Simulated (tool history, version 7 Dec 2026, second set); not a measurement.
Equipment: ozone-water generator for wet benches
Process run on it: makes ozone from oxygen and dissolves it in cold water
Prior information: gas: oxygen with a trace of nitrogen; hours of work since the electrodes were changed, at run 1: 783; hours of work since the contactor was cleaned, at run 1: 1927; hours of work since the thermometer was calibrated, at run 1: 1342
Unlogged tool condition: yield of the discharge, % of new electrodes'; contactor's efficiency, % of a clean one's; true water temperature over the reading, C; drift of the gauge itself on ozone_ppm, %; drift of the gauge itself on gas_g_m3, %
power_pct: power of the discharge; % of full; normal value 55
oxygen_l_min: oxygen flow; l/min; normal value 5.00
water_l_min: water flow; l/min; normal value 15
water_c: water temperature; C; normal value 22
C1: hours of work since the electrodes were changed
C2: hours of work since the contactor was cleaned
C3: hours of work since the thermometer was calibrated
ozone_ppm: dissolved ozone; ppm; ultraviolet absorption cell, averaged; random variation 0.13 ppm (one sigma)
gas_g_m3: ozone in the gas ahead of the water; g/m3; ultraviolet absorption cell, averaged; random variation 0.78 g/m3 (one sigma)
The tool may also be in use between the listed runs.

Run 1, hour 0.0: usual settings; C1 783; C2 1927; C3 1342. Result: ozone_ppm 12.6 ppm, gas_g_m3 120.4 g/m3.
Run 2, hour 21.2: usual settings; C1 799; C2 1942; C3 1358. Result: ozone_ppm 12.5 ppm, gas_g_m3 120.5 g/m3.
Run 3, hour 49.5: usual settings; C1 820; C2 1963; C3 1379. Result: ozone_ppm 12.4 ppm, gas_g_m3 121.2 g/m3.
Run 4, hour 77.9: usual settings; C1 841; C2 1985; C3 1400. Result: ozone_ppm 12.6 ppm, gas_g_m3 120.1 g/m3.
Run 5, hour 105.5: usual settings; C1 861; C2 2005; C3 1421. Result: ozone_ppm 12.4 ppm, gas_g_m3 119.3 g/m3.
Run 6, hour 134.5: usual settings; C1 883; C2 2027; C3 1442. Result: ozone_ppm 12.7 ppm, gas_g_m3 119.3 g/m3.
Run 7, hour 149.5: usual settings; C1 894; C2 2038; C3 1454. Result: ozone_ppm 12.4 ppm, gas_g_m3 119.8 g/m3.
Run 8, hour 166.5: usual settings; C1 907; C2 2050; C3 1466. Result: ozone_ppm 12.5 ppm, gas_g_m3 119.1 g/m3.
Run 9, hour 196.9: usual settings but power_pct 41 % of full, oxygen_l_min 3.27 l/min, water_l_min 14 l/min, water_c 26 C; C1 929; C2 2073; C3 1489. Result: ozone_ppm 9.8 ppm, gas_g_m3 116.9 g/m3.
Run 10, hour 219.8: usual settings but power_pct 41 % of full, oxygen_l_min 3.27 l/min, water_l_min 14 l/min, water_c 26 C; C1 946; C2 2090; C3 1506. Result: ozone_ppm 9.8 ppm, gas_g_m3 115.3 g/m3.
Run 11, hour 244.2: usual settings but power_pct 41 % of full, oxygen_l_min 9.00 l/min, water_l_min 11 l/min, water_c 26 C; C1 964; C2 2108; C3 1524. Result: ozone_ppm 11.2 ppm, gas_g_m3 80.3 g/m3.
Run 12, hour 276.6: usual settings but power_pct 50 % of full, oxygen_l_min 9.00 l/min, water_l_min 11 l/min, water_c 26 C; C1 989; C2 2132; C3 1548. Result: ozone_ppm 12.6 ppm, gas_g_m3 91.6 g/m3.
Run 13, hour 301.3: usual settings but power_pct 42 % of full, oxygen_l_min 9.00 l/min, water_c 14 C; C1 1007; C2 2151; C3 1567. Result: ozone_ppm 13.1 ppm, gas_g_m3 82.8 g/m3.
Run 14, hour 329.1: usual settings but power_pct 42 % of full, oxygen_l_min 9.00 l/min, water_l_min 12 l/min, water_c 14 C; C1 1028; C2 2171; C3 1587. Result: ozone_ppm 14.3 ppm, gas_g_m3 82.5 g/m3.
Run 15, hour 351.8: usual settings but power_pct 42 % of full, oxygen_l_min 9.00 l/min, water_l_min 12 l/min, water_c 15 C; C1 1044; C2 2188; C3 1604. Result: ozone_ppm 14.2 ppm, gas_g_m3 82.5 g/m3.
Run 16, hour 367.9: usual settings but oxygen_l_min 4.08 l/min, water_l_min 16 l/min, water_c 14 C; C1 1056; C2 2200; C3 1616. Result: ozone_ppm 13.2 ppm, gas_g_m3 130.1 g/m3.

5 ways to go on from here, each from the tool as it stands after run 16. What would each give?
Run A, hour 401.1: usual settings but power_pct 77 % of full, oxygen_l_min 3.63 l/min, water_l_min 16 l/min, water_c 19 C; C1 1081; C2 2225; C3 1641. Result: ozone_ppm ?, gas_g_m3 ?.
Run B, hour 401.1: usual settings but oxygen_l_min 4.08 l/min, water_l_min 18 l/min, water_c 20 C; C1 1081; C2 2225; C3 1641. Result: ozone_ppm ?, gas_g_m3 ?.
Run C, hour 401.1: usual settings but power_pct 42 % of full, oxygen_l_min 4.08 l/min, water_l_min 16 l/min, water_c 27 C; C1 1081; C2 2225; C3 1641. Result: ozone_ppm ?, gas_g_m3 ?.
Run D, hour 401.1: usual settings but power_pct 75 % of full, oxygen_l_min 6.30 l/min, water_l_min 16 l/min, water_c 25 C; C1 1081; C2 2225; C3 1641. Result: ozone_ppm ?, gas_g_m3 ?.
Run E, hour 401.1: usual settings but power_pct 49 % of full, oxygen_l_min 8.16 l/min, water_l_min 11 l/min; C1 1081; C2 2225; C3 1641. Result: ozone_ppm ?, gas_g_m3 ?.

run  ozone_ppm  gas_g_m3
  A       15.0     167.8
  B       11.1     129.2
  C        9.0     109.7
  D       14.2     135.1
  E       14.0      94.6
Stripped of hidden state, with their random variation kept, the same runs would have yielded:
run  ozone_ppm  gas_g_m3
  A       15.0     167.9
  B       11.1     129.2
  C        9.0     109.7
  D       14.2     135.2
  E       14.0      94.6
